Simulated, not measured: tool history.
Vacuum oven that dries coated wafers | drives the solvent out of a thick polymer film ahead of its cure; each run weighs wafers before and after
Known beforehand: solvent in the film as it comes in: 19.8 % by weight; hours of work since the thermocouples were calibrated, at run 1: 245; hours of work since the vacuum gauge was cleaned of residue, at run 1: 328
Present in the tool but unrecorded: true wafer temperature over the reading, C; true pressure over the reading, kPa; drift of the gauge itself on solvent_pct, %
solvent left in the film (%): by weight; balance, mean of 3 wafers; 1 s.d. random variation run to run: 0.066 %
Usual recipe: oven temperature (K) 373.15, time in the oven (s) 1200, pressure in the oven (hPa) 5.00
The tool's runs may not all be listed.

run,hour,oven temperature (K),time in the oven (s),pressure in the oven (hPa),hours of work since the thermocouples were calibrated,hours of work since the vacuum gauge was cleaned of residue,solvent left in the film (%)
1,0.0,373.15,1200,5.00,245,328,4.15
2,17.4,373.15,1200,5.00,255,338,4.02
3,28.7,373.15,1200,5.00,262,345,3.97
4,46.9,369.15,1200,5.00,273,356,5.60
5,60.2,369.15,1200,7.68,281,364,5.87
6,87.8,369.15,1380,7.68,297,380,4.91
7,110.9,369.15,1380,7.68,311,394,4.88
8,134.1,373.15,1320,5.00,325,408,3.53
9,149.3,373.15,1320,5.00,334,417,3.48
10,172.9,359.15,1200,5.00,348,431,9.40
11,198.3,359.15,1200,5.00,364,446,9.44
12,220.1,359.15,1200,5.00,377,459,9.48
13,232.4,373.15,1200,5.00,384,466,3.99
14,244.4,373.15,1200,5.00,391,474,3.91
15,259.1,373.15,1080,5.00,400,482,4.60
16,285.8,373.15,1080,5.00,416,498,4.49
17,306.4,373.15,1200,5.00,428,511,3.90
18,331.6,373.15,1200,5.00,443,526,4.00
19,359.0,373.15,1200,5.00,460,542,3.84
20,383.0,373.15,1200,5.00,474,557,3.95
21,400.8,373.15,1200,5.00,485,567,3.97
22,427.3,373.15,1200,5.00,500,583,3.84
23,449.8,373.15,1200,5.00,514,596,3.91
24,474.5,373.15,1200,5.00,529,611,3.94
25,500.3,372.15,600,5.00,544,627,8.13
26,518.3,363.15,780,12.36,555,637,10.32
27,533.7,363.15,780,12.36,564,647,10.18
28,547.7,363.15,780,12.36,572,655,10.21
29,560.2,374.15,1500,2.81,580,662,2.36
30,576.6,376.15,2040,4.15,590,672,1.00
31,603.7,377.15,1080,2.62,606,688,2.98
32,620.4,372.15,840,5.00,616,698,6.28
33,639.0,372.15,840,3.15,627,710,6.10
34,658.8,385.15,840,16.02,639,721,1.98
35,680.5,366.15,1620,16.02,652,734,5.02
36,697.7,366.15,1740,16.02,662,745,4.73
37,720.4,385.15,1680,16.38,676,758,0.40
38,735.2,366.15,1140,2.72,684,767,6.81
39,751.4,366.15,1140,2.72,694,777,6.76
40,771.9,366.15,1140,2.72,706,789,6.64
41,797.8,372.15,1740,16.37,722,804,2.53
42,825.4,372.15,1740,16.37,738,821,2.50
43,852.2,372.15,1740,16.37,754,837,2.43
# hour 861.9: oven's thermocouples calibrated
44,873.9,372.15,1740,16.37,7,849,3.17
45,897.6,382.15,660,10.81,21,863,4.64
46,918.5,359.15,1380,17.96,34,875,9.81
47,937.7,378.15,1800,17.96,45,887,1.58
48,950.9,378.15,1800,17.96,53,895,1.51

Some steps in solvent left in the film (%) between neighbouring runs. How much of each would the tool show without its hidden state too (settings, what came in, random variation), and how much is left for the hidden state, with any gauge scatter that isn't in both results?
Run 28 -> 29: oven temperature (K) 363.15 -> 374.15, time in the oven (s) 780 -> 1500, pressure in the oven (hPa) 12.36 -> 2.81. solvent left in the film (%) -7.85: hidden state +0.04, all else -7.89.
Run 36 -> 37: oven temperature (K) 366.15 -> 385.15, time in the oven (s) 1740 -> 1680, pressure in the oven (hPa) 16.02 -> 16.38. solvent left in the film (%) -4.33: hidden state +0.54, all else -4.87.
Run 37 -> 38: oven temperature (K) 385.15 -> 366.15, time in the oven (s) 1680 -> 1140, pressure in the oven (hPa) 16.38 -> 2.72. solvent left in the film (%) +6.41: hidden state -0.57, all else +6.98.
Run 43 -> 44: oven's thermocouples calibrated. solvent left in the film (%) +0.74: hidden state +0.73, all else +0.01.
Run 46 -> 47: oven temperature (K) 359.15 -> 378.15, time in the oven (s) 1380 -> 1800. solvent left in the film (%) -8.23: hidden state -0.07, all else -8.16.

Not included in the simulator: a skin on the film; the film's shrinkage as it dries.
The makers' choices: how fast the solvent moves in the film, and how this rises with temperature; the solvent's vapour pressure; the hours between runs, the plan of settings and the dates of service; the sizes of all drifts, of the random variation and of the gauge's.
